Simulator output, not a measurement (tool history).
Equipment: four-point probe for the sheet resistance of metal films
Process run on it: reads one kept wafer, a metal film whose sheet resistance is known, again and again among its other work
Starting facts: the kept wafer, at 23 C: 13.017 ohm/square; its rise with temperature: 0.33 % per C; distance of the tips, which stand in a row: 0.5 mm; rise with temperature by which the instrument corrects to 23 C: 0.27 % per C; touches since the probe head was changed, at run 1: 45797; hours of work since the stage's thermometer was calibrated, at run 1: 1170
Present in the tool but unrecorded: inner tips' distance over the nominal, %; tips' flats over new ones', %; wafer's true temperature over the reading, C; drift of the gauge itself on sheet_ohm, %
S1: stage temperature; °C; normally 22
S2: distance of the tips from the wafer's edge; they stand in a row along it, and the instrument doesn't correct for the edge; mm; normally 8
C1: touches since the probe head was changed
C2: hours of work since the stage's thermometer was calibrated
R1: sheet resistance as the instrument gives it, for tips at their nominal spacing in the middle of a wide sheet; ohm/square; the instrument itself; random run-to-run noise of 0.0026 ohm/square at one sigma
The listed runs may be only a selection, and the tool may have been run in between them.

{"run": 1, "hour": 0.0, "S1": 22, "S2": 8, "C1": 45797, "C2": 1170, "R1": 13.106821}
{"run": 2, "hour": 42.6, "S1": 22, "S2": 33, "C1": 46887, "C2": 1197, "R1": 13.08026}
{"hour": 92.2, "done": "stage's thermometer calibrated"}
{"run": 3, "hour": 92.2, "S1": 27, "S2": 8, "C1": 48143, "C2": 0, "R1": 13.148686}
{"run": 4, "hour": 136.8, "S1": 27, "S2": 8, "C1": 49282, "C2": 29, "R1": 13.146356}
{"run": 5, "hour": 160.4, "S1": 22, "S2": 8, "C1": 49885, "C2": 45, "R1": 13.108067}
{"run": 6, "hour": 190.4, "S1": 22, "S2": 8, "C1": 50652, "C2": 64, "R1": 13.109703}
{"run": 7, "hour": 220.8, "S1": 22, "S2": 8, "C1": 51429, "C2": 84, "R1": 13.112831}
{"run": 8, "hour": 259.1, "S1": 20, "S2": 8, "C1": 52409, "C2": 109, "R1": 13.097752}
{"run": 9, "hour": 314.1, "S1": 20, "S2": 8, "C1": 53816, "C2": 145, "R1": 13.097312}
{"hour": 339.1, "done": "stage's thermometer calibrated, once more"}
{"run": 10, "hour": 366.7, "S1": 22, "S2": 8, "C1": 55146, "C2": 18, "R1": 13.121598}
{"run": 11, "hour": 390.4, "S1": 22, "S2": 8, "C1": 55752, "C2": 33, "R1": 13.121188}
{"run": 12, "hour": 436.3, "S1": 22, "S2": 8, "C1": 56926, "C2": 63, "R1": 13.120846}
{"run": 13, "hour": 473.1, "S1": 21, "S2": 8, "C1": 57868, "C2": 87, "R1": 13.115714}
{"run": 14, "hour": 523.8, "S1": 22, "S2": 8, "C1": 59163, "C2": 121, "R1": 13.124202}
{"run": 15, "hour": 579.6, "S1": 21, "S2": 17, "C1": 60590, "C2": 157, "R1": 13.101378}
{"run": 16, "hour": 609.4, "S1": 21, "S2": 17, "C1": 61352, "C2": 176, "R1": 13.097212}
{"run": 17, "hour": 664.6, "S1": 25, "S2": 63, "C1": 62765, "C2": 213, "R1": 13.125887}
{"run": 18, "hour": 699.3, "S1": 20, "S2": 24, "C1": 63651, "C2": 235, "R1": 13.089467}
{"run": 19, "hour": 725.8, "S1": 20, "S2": 24, "C1": 64329, "C2": 252, "R1": 13.086347}
{"run": 20, "hour": 766.7, "S1": 20, "S2": 48, "C1": 65374, "C2": 279, "R1": 13.087584}
{"run": 21, "hour": 818.0, "S1": 19, "S2": 48, "C1": 66686, "C2": 313, "R1": 13.077747}
{"run": 22, "hour": 858.6, "S1": 22, "S2": 70, "C1": 67723, "C2": 339, "R1": 13.097278}
{"run": 23, "hour": 905.3, "S1": 29, "S2": 6, "C1": 68917, "C2": 370, "R1": 13.205166}
{"run": 24, "hour": 945.8, "S1": 22, "S2": 8, "C1": 69952, "C2": 396, "R1": 13.129375}
{"run": 25, "hour": 991.5, "S1": 24, "S2": 42, "C1": 71121, "C2": 426, "R1": 13.119333}
{"run": 26, "hour": 1019.0, "S1": 35, "S2": 28, "C1": 71824, "C2": 444, "R1": 13.206444}
{"run": 27, "hour": 1060.8, "S1": 31, "S2": 28, "C1": 72892, "C2": 471, "R1": 13.178675}

4 ways to go on from here, each from the tool as it stands after run 27. What would each give?
{"run": "A", "hour": 1103.7, "S1": 34, "S2": 28, "C1": 73990, "C2": 499, "R1": "?"}
{"run": "B", "hour": 1103.7, "S1": 34, "S2": 26, "C1": 73990, "C2": 499, "R1": "?"}
{"run": "C", "hour": 1103.7, "S1": 21, "S2": 21, "C1": 73990, "C2": 499, "R1": "?"}
{"run": "D", "hour": 1103.7, "S1": 22, "S2": 11, "C1": 73990, "C2": 499, "R1": "?"}

run=A R1=13.197654
run=B R1=13.202056
run=C R1=13.106957
run=D R1=13.123518
With the hidden condition removed and each run's random variation left untouched, the same runs would have given:
run=A R1=13.096987
run=B R1=13.101355
run=C R1=13.007107
run=D R1=13.023538

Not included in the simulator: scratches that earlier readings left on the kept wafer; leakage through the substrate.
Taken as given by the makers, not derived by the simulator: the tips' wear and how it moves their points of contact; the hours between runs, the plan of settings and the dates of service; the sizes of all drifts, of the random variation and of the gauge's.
